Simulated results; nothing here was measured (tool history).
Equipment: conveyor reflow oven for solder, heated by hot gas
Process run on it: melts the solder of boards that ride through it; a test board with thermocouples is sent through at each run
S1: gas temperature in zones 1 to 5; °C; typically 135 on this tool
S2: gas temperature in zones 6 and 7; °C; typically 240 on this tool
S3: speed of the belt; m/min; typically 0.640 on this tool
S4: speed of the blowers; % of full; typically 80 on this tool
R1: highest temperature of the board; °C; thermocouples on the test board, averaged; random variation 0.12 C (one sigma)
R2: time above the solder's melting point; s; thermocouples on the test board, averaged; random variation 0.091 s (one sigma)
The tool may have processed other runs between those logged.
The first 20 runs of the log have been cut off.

{"hour": 240.4, "done": "belt drive overhauled, speed set with a stopwatch, once more"}
{"run": 21, "hour": 246.8, "S1": 140, "S2": 241, "S3": 0.645, "S4": 80, "R1": 226.1, "R2": 62.78}
{"run": 22, "hour": 263.8, "S1": 133, "S2": 229, "S3": 0.651, "S4": 80, "R1": 214.1, "R2": 51.94}
{"run": 23, "hour": 279.2, "S1": 122, "S2": 229, "S3": 0.651, "S4": 80, "R1": 212.6, "R2": 47.31}
{"run": 24, "hour": 289.1, "S1": 121, "S2": 235, "S3": 0.64, "S4": 55, "R1": 210.6, "R2": 44.6}
{"run": 25, "hour": 303.0, "S1": 121, "S2": 235, "S3": 0.64, "S4": 55, "R1": 210.6, "R2": 44.59}
{"run": 26, "hour": 319.8, "S1": 129, "S2": 234, "S3": 0.573, "S4": 58, "R1": 215.9, "R2": 59.19}
{"run": 27, "hour": 334.4, "S1": 129, "S2": 234, "S3": 0.573, "S4": 58, "R1": 216.2, "R2": 59.06}
{"run": 28, "hour": 344.2, "S1": 140, "S2": 234, "S3": 0.573, "S4": 58, "R1": 218.4, "R2": 64.73}
{"hour": 351.4, "done": "flux residue cleaned out of gas plates and filters"}
{"run": 29, "hour": 366.7, "S1": 143, "S2": 250, "S3": 0.64, "S4": 80, "R1": 236.1, "R2": 69.45}
{"run": 30, "hour": 377.6, "S1": 122, "S2": 240, "S3": 0.64, "S4": 76, "R1": 223.1, "R2": 56.13}

Each row is a separate what-if for the run after 30, all from the same tool condition, not one after another. Results?
{"run": "A", "hour": 395.1, "S1": 122, "S2": 240, "S3": 0.64, "S4": 50, "R1": "?", "R2": "?"}
{"run": "B", "hour": 395.1, "S1": 130, "S2": 240, "S3": 0.683, "S4": 76, "R1": "?", "R2": "?"}
{"run": "C", "hour": 395.1, "S1": 122, "S2": 242, "S3": 0.661, "S4": 90, "R1": "?", "R2": "?"}
{"run": "D", "hour": 395.1, "S1": 139, "S2": 240, "S3": 0.543, "S4": 76, "R1": "?", "R2": "?"}
{"run": "E", "hour": 395.1, "S1": 122, "S2": 240, "S3": 0.63, "S4": 76, "R1": "?", "R2": "?"}

run=A R1=214.1 R2=47.98
run=B R1=222.3 R2=53.89
run=C R1=227.0 R2=57.17
run=D R1=229.7 R2=77.46
run=E R1=223.6 R2=57.67
With no hidden state in the tool, these same runs would have given:
run=A R1=215.0 R2=48.61
run=B R1=223.4 R2=54.35
run=C R1=228.2 R2=57.57
run=D R1=230.8 R2=77.74
run=E R1=224.7 R2=58.14

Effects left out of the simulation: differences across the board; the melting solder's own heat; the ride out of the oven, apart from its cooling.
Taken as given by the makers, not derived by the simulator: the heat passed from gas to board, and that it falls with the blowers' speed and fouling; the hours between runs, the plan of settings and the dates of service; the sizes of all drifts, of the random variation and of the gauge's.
